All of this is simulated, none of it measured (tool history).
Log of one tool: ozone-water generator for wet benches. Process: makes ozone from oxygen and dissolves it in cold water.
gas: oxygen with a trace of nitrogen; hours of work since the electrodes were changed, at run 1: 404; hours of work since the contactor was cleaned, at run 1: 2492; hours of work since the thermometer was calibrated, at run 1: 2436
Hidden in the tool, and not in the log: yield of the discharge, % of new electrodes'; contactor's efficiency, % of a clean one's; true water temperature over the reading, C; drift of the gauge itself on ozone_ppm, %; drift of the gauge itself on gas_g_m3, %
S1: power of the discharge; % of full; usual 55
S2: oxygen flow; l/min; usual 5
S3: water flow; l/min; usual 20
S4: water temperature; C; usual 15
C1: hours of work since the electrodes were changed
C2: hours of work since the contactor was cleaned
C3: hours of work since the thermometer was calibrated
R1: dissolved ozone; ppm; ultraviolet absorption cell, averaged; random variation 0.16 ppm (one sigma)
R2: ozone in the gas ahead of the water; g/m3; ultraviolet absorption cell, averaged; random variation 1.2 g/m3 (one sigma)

run	hour	S1	S2	S3	S4	C1	C2	C3	R1	R2
1	0	55	5	20	15	404	2492	2436	21.2	210.1
2	32.6	55	5	20	15	428	2515	2460	21.5	211.6
3	55.6	55	5	20	15	445	2532	2477	21.3	208.9
4	94.1	55	5	20	15	473	2560	2505	21.3	211.2
5	122.4	55	6.23	20	15	494	2581	2525	21.2	187.5
6	171.1	55	5	20	15	529	2616	2561	21.2	210.7
7	217.8	55	5	20	15	563	2650	2595	21.2	211.2
8	254.1	55	2.51	20	15	589	2677	2621	19.5	305.3
9	293.8	55	2.51	20	15	618	2706	2650	19.3	299.5
10	346.3	55	2.51	20	15	657	2744	2689	19.1	305.5
11	396.8	55	2.51	20	15	693	2781	2725	19.3	306.2
12	428.1	55	5	20	15	716	2803	2748	21.3	211.6
13	478.1	55	5	27	15	753	2840	2785	16.6	211.7
14	529.7	55	5	27	15	790	2878	2822	16.6	212.3
15	551.6	71	5	20	15	806	2893	2838	27.1	267.1
16	601.7	55	5	20	15	843	2930	2875	21.2	213.1
17	638.6	55	5	20	15	870	2957	2902	21.3	213.9

The next listed run, before its measurement:
18	691.7	55	5	20	15	908	2996	2940	?	?

R1: 21.2 ppm
R2: 213.4 g/m3
Without the tool's hidden state the same run would have given R1 21.2 ppm, R2 210.1 g/m3.
